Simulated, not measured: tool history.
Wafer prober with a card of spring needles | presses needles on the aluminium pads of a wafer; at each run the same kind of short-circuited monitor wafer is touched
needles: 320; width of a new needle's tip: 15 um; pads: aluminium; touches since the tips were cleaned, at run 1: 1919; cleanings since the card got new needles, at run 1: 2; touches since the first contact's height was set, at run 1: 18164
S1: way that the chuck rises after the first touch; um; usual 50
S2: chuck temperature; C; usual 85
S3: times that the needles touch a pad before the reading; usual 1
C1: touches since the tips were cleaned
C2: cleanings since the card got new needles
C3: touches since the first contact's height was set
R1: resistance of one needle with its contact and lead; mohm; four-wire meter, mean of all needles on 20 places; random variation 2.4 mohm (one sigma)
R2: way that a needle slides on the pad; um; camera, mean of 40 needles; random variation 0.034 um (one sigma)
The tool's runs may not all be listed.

run	hour	S1	S2	S3	C1	C2	C3	R1	R2
1	0	50	85	1	1919	2	18164	282	9.69
2	9.3	50	85	1	6253	2	22498	300	9.69
# hour 12.2: tips cleaned on abrasive film
3	19.7	50	85	1	3506	3	27339	293	9.63
4	27.8	50	85	1	7258	3	31091	308	9.66
# hour 28.8: tips cleaned on abrasive film
5	34	50	85	1	2449	4	33962	292	9.64
6	41.1	50	85	1	5766	4	37279	298	9.64
# hour 44.6: tips cleaned on abrasive film
7	49.6	50	85	3	2345	5	41224	276	9.6
# hour 61.1: tips cleaned on abrasive film
8	62.2	50	85	3	484	6	47048	268	9.63
9	74.9	50	85	1	6452	6	53016	302	9.54
# hour 77.2: tips cleaned on abrasive film
10	84.4	50	85	1	3342	7	57369	294	9.61
# hour 93.6: tips cleaned on abrasive film
11	95.2	50	85	1	729	8	62374	274	9.56
12	103.6	50	85	1	4663	8	66308	299	9.59
# hour 109.5: tips cleaned on abrasive film
13	111.4	54	85	2	900	9	69926	272	10.35
# hour 112.5: height of the first contact set anew
# hour 125.9: tips cleaned on abrasive film
14	125.9	54	85	2	0	10	6217	270	10.31
15	134.4	54	85	2	3982	10	10199	280	10.33
# hour 142.3: tips cleaned on abrasive film
# hour 147: height of the first contact set anew, once more
16	148.2	50	66	1	2598	11	525	289	9.76
# hour 159.2: tips cleaned on abrasive film
17	160.1	50	31	1	420	12	6046	261	9.69
18	171.6	34	28	1	5786	12	11412	331	6.6
# hour 175.4: tips cleaned on abrasive film
19	180.7	34	28	1	2462	13	15645	305	6.56
# hour 192: tips cleaned on abrasive film
20	192	34	28	1	0	14	20870	265	6.59
21	199.6	62	86	2	3563	14	24433	279	12.01
# hour 208.1: tips cleaned on abrasive film
22	208.1	31	36	1	0	15	28377	271	6.03
23	222.1	31	36	1	6528	15	34905	359	5.95

Measured less the same run without the tool's hidden state. The same run-to-run variation is in both; the gauge's scatter may not be:
The hidden state here: debris on the tips, nm; way that the needles fall short of the set height, um; tips' diameter, um; drift of the gauge itself on contact_mohm, %; drift of the gauge itself on scrub_um, %.
run	R1	R2
1	+18	-0.03
2	+34	-0.03
3	+26	-0.05
4	+38	-0.05
5	+21	-0.07
6	+34	-0.07
7	+7	-0.09
8	+2	-0.1
9	+36	-0.1
10	+25	-0.12
11	+10	-0.14
12	+32	-0.14
13	+5	-0.15
14	+3	-0.19
15	+16	-0.19
16	+24	+0
17	+7	-0.02
18	+74	-0.02
19	+47	-0.03
20	+5	-0.04
21	+12	-0.04
22	+10	-0.06
23	+96	-0.06
